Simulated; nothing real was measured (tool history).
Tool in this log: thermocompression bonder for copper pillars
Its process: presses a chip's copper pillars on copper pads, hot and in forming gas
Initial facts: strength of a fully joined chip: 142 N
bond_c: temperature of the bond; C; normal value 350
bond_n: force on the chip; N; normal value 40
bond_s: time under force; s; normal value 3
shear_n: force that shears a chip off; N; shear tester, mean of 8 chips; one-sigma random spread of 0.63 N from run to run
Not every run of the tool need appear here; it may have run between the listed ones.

run   hour  bond_c  bond_n  bond_s  shear_n
  1    0.0     350      40       3     82.9
       5.1  -- forming gas filter changed
  2    6.8     350      40       3     82.0
  3   21.0     359      40       3     89.3
      31.5  -- heater calibrated with a thermocouple chip
  4   33.2     359      40       3     90.1
  5   46.8     359      40       2     79.6
  6   56.1     350      40       3     82.7
  7   63.1     350      40       3     82.4
  8   74.0     350      40       3     82.8
  9   82.7     350      51       3     99.6
 10   94.5     350      51       7    118.4
 11  104.9     350      51       7    120.5
 12  113.0     350      51       3     98.4
 13  120.8     350      51       3     99.4
 14  130.7     350      51       3     98.7
 15  141.0     346      26       2     43.6
 16  148.5     350      36       3     74.1
 17  161.7     350      40       3     82.1
 18  169.6     350      32       3     66.7
 19  179.0     365      54       4    119.7
 20  189.7     331      29       2     40.6
 21  201.7     331      29       2     41.7
 22  209.9     358      40       2     77.2
 23  217.2     358      40       2     78.6
 24  224.0     358      40       2     79.1
 25  237.5     361      25       2     50.2
 26  249.0     353      49       6    115.6
 27  255.7     353      49       6    114.9
 28  262.5     378      49       3    116.0

What if the next run were any one of these 5? Each begins from the tool's condition after run 28:
     269.1  -- forming gas filter changed
  A  274.9     350      28       2        ?
     269.1  -- forming gas filter changed
  B  274.9     355      49       3        ?
     269.1  -- forming gas filter changed
  C  274.9     372      25       2        ?
     269.1  -- forming gas filter changed
  D  274.9     337      27       2        ?
     269.1  -- forming gas filter changed
  E  274.9     345      40       4        ?

run  shear_n
  A     50.4
  B    100.3
  C     57.9
  D     41.0
  E     86.4
Stripped of hidden state, with their random variation kept, the same runs would have yielded:
run  shear_n
  A     50.4
  B    100.3
  C     57.9
  D     41.1
  E     86.4

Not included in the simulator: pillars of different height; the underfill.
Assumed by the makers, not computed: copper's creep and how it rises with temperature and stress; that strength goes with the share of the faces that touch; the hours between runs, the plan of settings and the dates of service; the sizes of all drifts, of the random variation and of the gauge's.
